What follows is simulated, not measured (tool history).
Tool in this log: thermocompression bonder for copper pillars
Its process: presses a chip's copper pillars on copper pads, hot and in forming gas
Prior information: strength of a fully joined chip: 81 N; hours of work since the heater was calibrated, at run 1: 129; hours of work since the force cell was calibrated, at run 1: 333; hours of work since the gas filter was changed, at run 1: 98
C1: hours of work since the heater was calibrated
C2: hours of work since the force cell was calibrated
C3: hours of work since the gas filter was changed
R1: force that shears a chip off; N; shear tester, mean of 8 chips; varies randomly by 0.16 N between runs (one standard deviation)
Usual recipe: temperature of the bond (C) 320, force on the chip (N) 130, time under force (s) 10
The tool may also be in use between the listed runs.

Run 1, hour 0.0: usual settings; C1 129; C2 333; C3 98. Result: R1 48.1 N.
Run 2, hour 15.5: usual settings; C1 138; C2 342; C3 106. Result: R1 48.0 N.
Run 3, hour 30.5: usual settings; C1 146; C2 351; C3 115. Result: R1 48.1 N.
Run 4, hour 46.4: usual settings; C1 155; C2 360; C3 124. Result: R1 47.9 N.
Run 5, hour 54.0: usual settings but time under force (s) 24; C1 160; C2 364; C3 128. Result: R1 61.0 N.
Run 6, hour 68.2: usual settings but time under force (s) 24; C1 168; C2 372; C3 136. Result: R1 61.1 N.
Run 7, hour 78.9: usual settings but time under force (s) 24; C1 174; C2 378; C3 142. Result: R1 60.9 N.
Run 8, hour 91.5: usual settings but time under force (s) 24; C1 181; C2 385; C3 149. Result: R1 60.8 N.
Run 9, hour 106.0: usual settings but time under force (s) 24; C1 189; C2 393; C3 158. Result: R1 60.8 N.
At hour 122.2: forming gas filter changed.
Run 10, hour 122.7: usual settings but time under force (s) 24; C1 198; C2 403; C3 0. Result: R1 60.8 N.
Run 11, hour 131.2: usual settings but temperature of the bond (C) 321, time under force (s) 7; C1 203; C2 407; C3 5. Result: R1 43.4 N.
Run 12, hour 138.5: usual settings but temperature of the bond (C) 350, force on the chip (N) 95, time under force (s) 13; C1 207; C2 412; C3 9. Result: R1 56.1 N.
Run 13, hour 147.8: usual settings but force on the chip (N) 112; C1 213; C2 417; C3 15. Result: R1 44.5 N.
Run 14, hour 155.2: usual settings but force on the chip (N) 92, time under force (s) 16; C1 217; C2 421; C3 19. Result: R1 46.5 N.
Run 15, hour 166.5: usual settings but temperature of the bond (C) 322, force on the chip (N) 116, time under force (s) 16; C1 223; C2 427; C3 25. Result: R1 52.9 N.
Run 16, hour 174.2: usual settings but temperature of the bond (C) 322, force on the chip (N) 116, time under force (s) 16; C1 228; C2 432; C3 29. Result: R1 53.2 N.
Run 17, hour 182.2: usual settings but temperature of the bond (C) 322, force on the chip (N) 116, time under force (s) 16; C1 232; C2 436; C3 34. Result: R1 52.9 N.

Predict each of these 4 candidate next runs independently; none follows another, all start after run 17:
Run A, hour 189.8: usual settings but temperature of the bond (C) 317, force on the chip (N) 116, time under force (s) 16; C1 236; C2 441; C3 38. Result: R1 ?.
Run B, hour 189.8: usual settings but force on the chip (N) 185; C1 236; C2 441; C3 38. Result: R1 ?.
Run C, hour 189.8: usual settings but temperature of the bond (C) 294, force on the chip (N) 116, time under force (s) 21; C1 236; C2 441; C3 38. Result: R1 ?.
Run D, hour 189.8: usual settings but temperature of the bond (C) 332; C1 236; C2 441; C3 38. Result: R1 ?.

run    R1
  A  50.7
  B  56.5
  C  44.7
  D  53.0
With the hidden condition removed and each run's random variation left untouched, the same runs would have given:
run    R1
  A  50.8
  B  56.6
  C  44.7
  D  53.1
